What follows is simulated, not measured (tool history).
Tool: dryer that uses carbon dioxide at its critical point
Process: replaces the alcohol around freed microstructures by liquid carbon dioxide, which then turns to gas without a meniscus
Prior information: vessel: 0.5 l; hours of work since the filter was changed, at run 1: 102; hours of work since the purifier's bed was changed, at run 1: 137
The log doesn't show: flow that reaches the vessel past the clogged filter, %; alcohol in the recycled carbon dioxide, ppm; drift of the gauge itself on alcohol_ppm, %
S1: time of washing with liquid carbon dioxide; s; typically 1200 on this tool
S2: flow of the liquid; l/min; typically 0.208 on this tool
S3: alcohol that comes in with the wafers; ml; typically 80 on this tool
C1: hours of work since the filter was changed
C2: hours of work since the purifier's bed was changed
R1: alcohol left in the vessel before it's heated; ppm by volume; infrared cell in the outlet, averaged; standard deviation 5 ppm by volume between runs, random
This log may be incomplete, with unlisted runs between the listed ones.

Run 1, day 0: usual settings; C1 102; C2 137. Result: R1 96 ppm by volume.
Run 2, day 1.138: usual settings; C1 116; C2 151. Result: R1 91 ppm by volume.
Run 3, day 2.696: usual settings; C1 135; C2 170. Result: R1 124 ppm by volume.
Run 4, day 4.175: usual settings but S3 26 ml; C1 153; C2 189. Result: R1 68 ppm by volume.
Run 5, day 5.633: usual settings but S3 26 ml; C1 172; C2 207. Result: R1 68 ppm by volume.
At day 7.238: inlet filter changed.
Run 6, day 8.033: usual settings but S3 26 ml; C1 10; C2 236. Result: R1 44 ppm by volume.
Run 7, day 9.208: usual settings but S3 26 ml; C1 24; C2 250. Result: R1 43 ppm by volume.
Run 8, day 10.696: usual settings but S3 26 ml; C1 43; C2 269. Result: R1 39 ppm by volume.
Run 9, day 12.279: usual settings but S2 0.28 l/min; C1 62; C2 288. Result: R1 41 ppm by volume.
Run 10, day 14.308: usual settings but S2 0.28 l/min; C1 88; C2 314. Result: R1 41 ppm by volume.
Run 11, day 16.621: usual settings but S1 1080 s; C1 116; C2 342. Result: R1 230 ppm by volume.
Run 12, day 18.867: usual settings but S2 0.23 l/min; C1 144; C2 370. Result: R1 100 ppm by volume.
Run 13, day 20.525: usual settings but S2 0.23 l/min; C1 165; C2 391. Result: R1 103 ppm by volume.
At day 22.692: inlet filter changed.
Run 14, day 22.883: usual settings but S2 0.178 l/min; C1 2; C2 419. Result: R1 176 ppm by volume.
Run 15, day 25.246: usual settings but S2 0.178 l/min; C1 32; C2 449. Result: R1 201 ppm by volume.
Run 16, day 26.946: usual settings but S2 0.178 l/min; C1 53; C2 470. Result: R1 231 ppm by volume.
Run 17, day 29: usual settings; C1 78; C2 495. Result: R1 121 ppm by volume.
Run 18, day 31.042: usual settings; C1 103; C2 520. Result: R1 148 ppm by volume.
Run 19, day 32.404: usual settings but S3 48 ml; C1 120; C2 537. Result: R1 115 ppm by volume.
Run 20, day 34.062: usual settings but S3 48 ml; C1 141; C2 558. Result: R1 131 ppm by volume.
Run 21, day 35.454: usual settings; C1 158; C2 575. Result: R1 185 ppm by volume.
Run 22, day 37.25: usual settings; C1 180; C2 597. Result: R1 221 ppm by volume.
At day 38.188: inlet filter changed.
Run 23, day 39.333: usual settings but S1 1740 s, S2 0.232 l/min, S3 23 ml; C1 14; C2 622. Result: R1 65 ppm by volume.
Run 24, day 40.362: usual settings but S1 1740 s, S2 0.232 l/min, S3 23 ml; C1 27; C2 635. Result: R1 67 ppm by volume.
Run 25, day 41.817: usual settings but S1 1740 s, S2 0.232 l/min, S3 23 ml; C1 45; C2 653. Result: R1 72 ppm by volume.
Run 26, day 43.038: usual settings but S1 900 s, S2 0.164 l/min; C1 60; C2 668. Result: R1 1571 ppm by volume.
Run 27, day 44.588: usual settings but S1 900 s, S2 0.164 l/min; C1 79; C2 688. Result: R1 1656 ppm by volume.
Run 28, day 46.629: usual settings but S2 0.301 l/min, S3 37 ml; C1 105; C2 713. Result: R1 63 ppm by volume.
At day 47.717: purifier's bed changed.
Run 29, day 49.125: usual settings but S1 900 s, S2 0.31 l/min; C1 134; C2 17. Result: R1 58 ppm by volume.
Run 30, day 50.267: usual settings but S3 26 ml; C1 148; C2 32. Result: R1 54 ppm by volume.
Run 31, day 51.65: usual settings but S1 1860 s, S2 0.185 l/min; C1 165; C2 49. Result: R1 18 ppm by volume.
Run 32, day 53.408: usual settings but S1 1620 s, S2 0.287 l/min, S3 105 ml; C1 187; C2 70. Result: R1 5 ppm by volume.
At day 53.829: inlet filter changed.
Run 33, day 55.029: usual settings but S1 1080 s, S2 0.147 l/min, S3 68 ml; C1 15; C2 90. Result: R1 746 ppm by volume.
Run 34, day 57.279: usual settings but S2 0.29 l/min, S3 31 ml; C1 43; C2 118. Result: R1 27 ppm by volume.
Run 35, day 58.321: usual settings but S1 900 s, S2 0.319 l/min, S3 27 ml; C1 56; C2 131. Result: R1 29 ppm by volume.
Run 36, day 59.521: usual settings but S1 1440 s, S2 0.178 l/min; C1 70; C2 146. Result: R1 77 ppm by volume.
Run 37, day 61.888: usual settings but S1 1440 s, S2 0.253 l/min, S3 65 ml; C1 100; C2 175. Result: R1 25 ppm by volume.
Run 38, day 63.996: usual settings but S1 960 s, S2 0.253 l/min, S3 111 ml; C1 126; C2 201. Result: R1 199 ppm by volume.
Run 39, day 66.012: usual settings but S1 960 s, S2 0.253 l/min, S3 111 ml; C1 151; C2 226. Result: R1 248 ppm by volume.
Run 40, day 67.358: usual settings but S1 960 s, S2 0.253 l/min, S3 111 ml; C1 168; C2 243. Result: R1 249 ppm by volume.
Run 41, day 68.596: usual settings but S1 960 s, S2 0.253 l/min, S3 66 ml; C1 183; C2 258. Result: R1 184 ppm by volume.
At day 69.35: inlet filter changed.
Run 42, day 70.488: usual settings but S1 960 s, S2 0.249 l/min, S3 66 ml; C1 14; C2 281. Result: R1 86 ppm by volume.
Run 43, day 72.067: usual settings but S1 1560 s, S2 0.14 l/min, S3 59 ml; C1 34; C2 300. Result: R1 130 ppm by volume.

Measured minus without-hidden-state, run by run (identical run-to-run variation in each term; gauge scatter may differ):
run    R1
  1   +47
  2   +56
  3   +71
  4   +40
  5   +47
  6   +24
  7   +27
  8   +30
  9   +29
 10   +33
 11  +139
 12   +71
 13   +79
 14   +44
 15   +75
 16   +98
 17   +79
 18   +95
 19   +83
 20   +97
 21  +138
 22  +166
 23   +57
 24   +59
 25   +61
 26  +399
 27  +510
 28   +63
 29   +36
 30   +29
 31   +14
 32    +5
 33   +75
 34   +13
 35   +17
 36   +38
 37   +19
 38  +124
 39  +163
 40  +182
 41  +133
 42   +32
 43   +49
